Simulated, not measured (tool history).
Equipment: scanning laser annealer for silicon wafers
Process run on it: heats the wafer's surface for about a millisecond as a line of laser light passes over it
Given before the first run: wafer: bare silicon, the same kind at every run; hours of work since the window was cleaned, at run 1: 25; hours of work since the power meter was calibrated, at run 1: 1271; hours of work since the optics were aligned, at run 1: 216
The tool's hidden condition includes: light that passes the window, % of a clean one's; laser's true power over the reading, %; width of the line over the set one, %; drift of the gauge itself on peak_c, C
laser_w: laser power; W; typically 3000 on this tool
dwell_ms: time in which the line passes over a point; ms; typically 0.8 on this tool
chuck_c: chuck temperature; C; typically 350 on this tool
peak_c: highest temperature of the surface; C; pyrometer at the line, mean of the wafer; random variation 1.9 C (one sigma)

run    hour  laser_w  dwell_ms  chuck_c  hours of work since the window was cleaned  hours of work since the power meter was calibrated  hours of work since the optics were aligned  peak_c
  1       0     3000       0.8      350                                          25                                                1271                                          216    1161
  2    23.1     3000       0.8      350                                          43                                                1289                                          234    1165
  3    64.8     2938       0.8      350                                          76                                                1322                                          267    1143
  4    84.9     3000       0.8      350                                          92                                                1338                                          283    1165
  5   130.5     3000       0.8      350                                         128                                                1374                                          319    1163
  6   158.3     3000       0.8      311                                         150                                                1396                                          341    1122
  7   187.2     3000       0.8      311                                         173                                                1419                                          364    1121
  8   213.6     3000      0.96      350                                         194                                                1440                                          385    1235
  9   244.3     3000       0.8      352                                         218                                                1464                                          409    1164
 10   283.9     3000       0.8      364                                         249                                                1495                                          440    1175
 11     329     3000       0.8      364                                         285                                                1531                                          476    1177
 12   355.6     3000       0.8      364                                         306                                                1552                                          497    1177
 13   379.5     3000       0.8      350                                         325                                                1571                                          516    1162
      388.4  -- window over the wafer cleaned
 14   419.4     3000     0.923      350                                          25                                                1601                                          546    1216
 15   466.5     3000     0.872      350                                          62                                                1638                                          583    1195
 16   505.6     3000       0.8      350                                          93                                                1669                                          614    1165
 17   533.8     3000       0.8      350                                         115                                                1691                                          636    1159
 18   554.4     3000       0.8      350                                         131                                                1707                                          652    1161
 19   596.8     3000       0.8      350                                         165                                                1741                                          686    1160
 20   622.6     3000      0.65      350                                         185                                                1761                                          706    1084
 21   664.3     3000      0.65      350                                         218                                                1794                                          739    1089
 22   700.1     3000      0.65      367                                         246                                                1822                                          767    1103
 23     740     2698     0.916      380                                         278                                                1854                                          799    1143
 24   759.8     2698     0.916      380                                         293                                                1869                                          814    1147
 25   798.1     2805     0.692      388                                         324                                                1900                                          845    1089
      809.8  -- window over the wafer cleaned
 26   831.1     2805     0.956      388                                          17                                                1924                                          869    1203
 27     878     2805     0.956      388                                          54                                                1961                                          906    1199
 28   910.7     3000       0.8      362                                          80                                                1987                                          932    1176
 29     942     3000       0.8      362                                         104                                                2011                                          957    1173
        958  -- optics aligned, line set to its width
 30   977.3     3117     0.605      338                                         128                                                2035                                           15    1085
 31  1002.9     2979     0.693      351                                         149                                                2056                                           35    1106
 32  1043.2     2639      0.97      350                                         180                                                2087                                           67    1114
 33    1077     3000      0.97      350                                         207                                                2114                                           94    1233
 34  1117.4     3000      0.97      350                                         239                                                2146                                          126    1237
 35  1151.9     3021     0.723      346                                         266                                                2173                                          153    1129
 36  1185.2     3021     0.723      346                                         292                                                2200                                          179    1127
 37  1224.7     3021     0.723      346                                         324                                                2231                                          211    1129
     1234.9  -- window over the wafer cleaned
 38  1272.5     3021     0.723      346                                          30                                                2267                                          247    1126
 39  1313.7     3021     0.723      346                                          62                                                2299                                          279    1126
 40    1348     2558     0.602      389                                          89                                                2327                                          306     983
 41  1379.2     3000     0.912      374                                         114                                                2351                                          331    1238

Predict each of these 4 candidate next runs independently; none follows another, all start after run 41:
  A  1422.5     3179       0.8      350                                         148                                                2385                                          365       ?
  B  1422.5     3117      0.81      352                                         148                                                2385                                          365       ?
  C  1422.5     3000     0.912      385                                         148                                                2385                                          365       ?
  D  1422.5     3000     0.845      374                                         148                                                2385                                          365       ?

run  peak_c
  A    1218
  B    1205
  C    1247
  D    1210
Had the tool no hidden state, the same runs would have come out as:
run  peak_c
  A    1218
  B    1205
  C    1248
  D    1211

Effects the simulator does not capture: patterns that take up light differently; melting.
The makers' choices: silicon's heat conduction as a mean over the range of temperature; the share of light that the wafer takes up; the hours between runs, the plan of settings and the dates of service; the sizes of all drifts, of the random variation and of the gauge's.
